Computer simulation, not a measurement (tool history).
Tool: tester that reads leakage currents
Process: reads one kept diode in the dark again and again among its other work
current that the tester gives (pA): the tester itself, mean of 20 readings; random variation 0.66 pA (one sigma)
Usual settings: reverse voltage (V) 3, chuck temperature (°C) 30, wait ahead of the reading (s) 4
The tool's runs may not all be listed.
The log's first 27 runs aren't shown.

| run | hour | reverse voltage (V) | chuck temperature (°C) | wait ahead of the reading (s) | current that the tester gives (pA) |
|---|---|---|---|---|---|
| 28 | 3854.3 | 2.22 | 31 | 1.04 | 211.37 |
| 29 | 4039.6 | 9.39 | 30 | 1.04 | 435.24 |
| 30 | 4152.2 | 3 | 44 | 4 | 793.57 |
| 31 | 4296 | 3 | 30 | 4.01 | 244.14 |
| 32 | 4415 | 6.46 | 35 | 5.18 | 581.26 |
|  | 4485.1 | chuck's temperature calibrated |
| 33 | 4591.7 | 2.5 | 31 | 2.09 | 216.91 |
| 34 | 4763.9 | 2.5 | 31 | 2.09 | 221.36 |
| 35 | 4917.6 | 2.5 | 31 | 2.09 | 226.23 |
| 36 | 5035.5 | 2.5 | 31 | 2.09 | 232.96 |
| 37 | 5222 | 2.6 | 38 | 4 | 446.1 |
| 38 | 5350.5 | 2.68 | 57 | 0.61 | 2125.16 |

3 ways to go on from here, each from the tool as it stands after run 38. What would each give?
|  | 5380.8 | chuck's temperature calibrated |
| A | 5533.6 | 1.31 | 30 | 1.15 | ? |
|  | 5380.8 | chuck's temperature calibrated |
| B | 5533.6 | 1.56 | 57 | 1.41 | ? |
|  | 5380.8 | chuck's temperature calibrated |
| C | 5533.6 | 3.95 | 22 | 1.89 | ? |

| run | current that the tester gives (pA) |
|---|---|
| A | 142.07 |
| B | 1464.76 |
| C | 124.85 |
Without the tool's hidden state the same runs would have given:
| run | current that the tester gives (pA) |
|---|---|
| A | 140.76 |
| B | 1464.33 |
| C | 121.13 |

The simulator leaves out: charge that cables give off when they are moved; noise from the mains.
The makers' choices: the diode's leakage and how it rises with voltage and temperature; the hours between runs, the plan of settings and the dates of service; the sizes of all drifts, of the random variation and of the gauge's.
